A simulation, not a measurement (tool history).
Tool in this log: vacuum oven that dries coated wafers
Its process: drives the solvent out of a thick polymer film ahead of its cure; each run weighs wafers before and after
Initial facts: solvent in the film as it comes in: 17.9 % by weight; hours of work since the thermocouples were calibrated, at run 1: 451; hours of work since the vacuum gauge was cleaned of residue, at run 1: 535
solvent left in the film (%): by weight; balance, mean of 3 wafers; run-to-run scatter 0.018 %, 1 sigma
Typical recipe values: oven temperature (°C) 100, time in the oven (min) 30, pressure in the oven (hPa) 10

| run | hour | oven temperature (°C) | time in the oven (min) | pressure in the oven (hPa) | hours of work since the thermocouples were calibrated | hours of work since the vacuum gauge was cleaned of residue | solvent left in the film (%) |
|---|---|---|---|---|---|---|---|
| 1 | 0 | 100 | 30 | 10 | 451 | 535 | 1.25 |
| 2 | 28.1 | 100 | 30 | 10 | 469 | 554 | 1.3 |
| 3 | 55.5 | 100 | 30 | 10 | 487 | 572 | 1.26 |
| 4 | 99.4 | 100 | 30 | 10 | 516 | 601 | 1.29 |
| 5 | 129.5 | 100 | 30 | 10 | 536 | 621 | 1.29 |
| 6 | 154 | 100 | 30 | 10 | 552 | 637 | 1.26 |
| 7 | 189.1 | 100 | 30 | 10 | 576 | 660 | 1.31 |
| 8 | 211.2 | 100 | 30 | 10 | 590 | 675 | 1.29 |
| 9 | 263.6 | 100 | 45 | 10 | 625 | 710 | 0.88 |
| 10 | 292 | 100 | 30 | 10 | 644 | 728 | 1.28 |
| 11 | 320.6 | 100 | 30 | 10 | 663 | 747 | 1.28 |
| 12 | 365.5 | 100 | 30 | 10 | 692 | 777 | 1.28 |
| 13 | 402.2 | 100 | 30 | 8.5 | 716 | 801 | 1.15 |
| 14 | 430.6 | 100 | 30 | 8.5 | 735 | 820 | 1.17 |
| 15 | 475.6 | 100 | 30 | 10.9 | 765 | 850 | 1.35 |
| 16 | 498.4 | 100 | 36 | 10 | 780 | 865 | 1.06 |
| 17 | 528.9 | 100 | 22 | 16.4 | 800 | 885 | 2.39 |
| 18 | 570.9 | 91 | 22 | 18.1 | 828 | 913 | 4.15 |
| 19 | 602.7 | 89 | 22 | 35.7 | 849 | 934 | 6.03 |
| 20 | 628.1 | 113 | 22 | 19.7 | 866 | 950 | 1.19 |
| 21 | 672.2 | 113 | 22 | 19.7 | 895 | 980 | 1.19 |
| 22 | 701 | 113 | 22 | 19.7 | 914 | 999 | 1.2 |
| 23 | 742.1 | 113 | 22 | 19.7 | 941 | 1026 | 1.2 |
| 24 | 764.3 | 93 | 22 | 19.7 | 956 | 1041 | 3.84 |
| 25 | 796.2 | 93 | 22 | 19.7 | 977 | 1062 | 3.85 |
| 26 | 826.1 | 93 | 22 | 19.7 | 997 | 1081 | 3.82 |
| 27 | 874 | 106 | 21 | 19.7 | 1028 | 1113 | 1.92 |
| 28 | 915.3 | 99 | 17 | 12.2 | 1056 | 1140 | 3.19 |
| 29 | 940.4 | 96 | 21 | 7.2 | 1072 | 1157 | 2.59 |
| 30 | 966.5 | 96 | 21 | 7.2 | 1089 | 1174 | 2.58 |
| 31 | 1003.2 | 108 | 21 | 22.6 | 1114 | 1198 | 1.84 |

Table of differences, measured result less the result of that run with no hidden state. Run-to-run variation is the same in both. Gauge scatter possibly is not:
The tool's hidden condition here consists of: true wafer temperature over the reading, C; true pressure over the reading, kPa; drift of the gauge itself on solvent_pct, %.
| run | solvent left in the film (%) |
|---|---|
| 1 | +0.06 |
| 2 | +0.06 |
| 3 | +0.06 |
| 4 | +0.07 |
| 5 | +0.06 |
| 6 | +0.07 |
| 7 | +0.07 |
| 8 | +0.07 |
| 9 | +0.09 |
| 10 | +0.07 |
| 11 | +0.07 |
| 12 | +0.08 |
| 13 | +0.08 |
| 14 | +0.08 |
| 15 | +0.08 |
| 16 | +0.1 |
| 17 | +0.05 |
| 18 | +0.05 |
| 19 | +0.03 |
| 20 | +0.05 |
| 21 | +0.05 |
| 22 | +0.05 |
| 23 | +0.05 |
| 24 | +0.04 |
| 25 | +0.04 |
| 26 | +0.04 |
| 27 | +0.05 |
| 28 | +0.02 |
| 29 | +0.05 |
| 30 | +0.06 |
| 31 | +0.04 |
